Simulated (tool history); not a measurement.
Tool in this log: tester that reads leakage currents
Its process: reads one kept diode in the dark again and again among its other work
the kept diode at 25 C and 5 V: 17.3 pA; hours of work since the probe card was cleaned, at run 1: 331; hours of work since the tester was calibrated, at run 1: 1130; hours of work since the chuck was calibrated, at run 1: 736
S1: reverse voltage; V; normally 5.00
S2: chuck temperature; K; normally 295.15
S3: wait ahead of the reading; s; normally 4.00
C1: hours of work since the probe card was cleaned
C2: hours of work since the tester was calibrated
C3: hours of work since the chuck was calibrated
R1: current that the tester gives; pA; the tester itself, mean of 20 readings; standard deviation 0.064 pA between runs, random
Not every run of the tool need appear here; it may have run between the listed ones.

{"run": 1, "hour": 0.0, "S1": 5.0, "S2": 295.15, "S3": 4.0, "C1": 331, "C2": 1130, "C3": 736, "R1": 18.54}
{"run": 2, "hour": 84.7, "S1": 5.0, "S2": 295.15, "S3": 4.0, "C1": 389, "C2": 1188, "C3": 794, "R1": 19.28}
{"run": 3, "hour": 149.9, "S1": 5.0, "S2": 295.15, "S3": 4.0, "C1": 433, "C2": 1233, "C3": 839, "R1": 19.94}
{"run": 4, "hour": 201.4, "S1": 5.0, "S2": 295.15, "S3": 4.0, "C1": 469, "C2": 1268, "C3": 874, "R1": 20.46}
{"run": 5, "hour": 279.8, "S1": 5.0, "S2": 295.15, "S3": 4.0, "C1": 522, "C2": 1321, "C3": 927, "R1": 21.38}
{"run": 6, "hour": 359.4, "S1": 5.0, "S2": 298.15, "S3": 4.0, "C1": 576, "C2": 1376, "C3": 982, "R1": 27.22}
{"run": 7, "hour": 402.7, "S1": 5.0, "S2": 295.15, "S3": 4.0, "C1": 606, "C2": 1405, "C3": 1011, "R1": 22.71}
{"hour": 412.9, "done": "probe card cleaned and baked"}
{"run": 8, "hour": 485.9, "S1": 5.0, "S2": 295.15, "S3": 1.06, "C1": 50, "C2": 1460, "C3": 1066, "R1": 28.24}
{"run": 9, "hour": 565.1, "S1": 5.0, "S2": 295.15, "S3": 1.06, "C1": 104, "C2": 1514, "C3": 1120, "R1": 29.16}
{"run": 10, "hour": 631.8, "S1": 5.0, "S2": 303.15, "S3": 4.0, "C1": 150, "C2": 1560, "C3": 1166, "R1": 45.77}
{"hour": 662.0, "done": "probe card cleaned and baked, once more"}
{"run": 11, "hour": 681.2, "S1": 5.0, "S2": 303.15, "S3": 4.0, "C1": 13, "C2": 1591, "C3": 1197, "R1": 33.66}
{"run": 12, "hour": 764.2, "S1": 9.35, "S2": 303.15, "S3": 4.0, "C1": 70, "C2": 1648, "C3": 1254, "R1": 48.69}
{"run": 13, "hour": 852.2, "S1": 18.0, "S2": 323.15, "S3": 3.15, "C1": 130, "C2": 1708, "C3": 1314, "R1": 371.77}
{"run": 14, "hour": 953.4, "S1": 10.8, "S2": 295.15, "S3": 1.79, "C1": 199, "C2": 1777, "C3": 1383, "R1": 31.36}
{"run": 15, "hour": 1051.8, "S1": 10.8, "S2": 295.15, "S3": 1.79, "C1": 266, "C2": 1844, "C3": 1450, "R1": 33.34}
{"run": 16, "hour": 1109.9, "S1": 10.8, "S2": 295.15, "S3": 1.79, "C1": 306, "C2": 1884, "C3": 1490, "R1": 34.46}
{"hour": 1147.7, "done": "chuck's temperature calibrated"}
{"run": 17, "hour": 1157.3, "S1": 10.8, "S2": 295.15, "S3": 1.79, "C1": 337, "C2": 1915, "C3": 7, "R1": 30.8}
{"run": 18, "hour": 1237.8, "S1": 10.8, "S2": 295.15, "S3": 1.79, "C1": 392, "C2": 1970, "C3": 62, "R1": 32.37}

Table of differences, measured result less the result of that run with no hidden state. Run-to-run variation is the same in both. Gauge scatter possibly is not:
Hidden state present: stray current of the dirty probe card, pA a volt; current scale over the true one, %; true chuck temperature over the reading, C; drift of the gauge itself on leakage_pa, %.
run=1 R1=+5.00
run=2 R1=+5.85
run=3 R1=+6.47
run=4 R1=+6.99
run=5 R1=+7.82
run=6 R1=+9.26
run=7 R1=+9.10
run=8 R1=+13.55
run=9 R1=+14.38
run=10 R1=+17.56
run=11 R1=+5.35
run=12 R1=+9.18
run=13 R1=+61.17
run=14 R1=+9.72
run=15 R1=+11.70
run=16 R1=+12.90
run=17 R1=+9.09
run=18 R1=+10.77
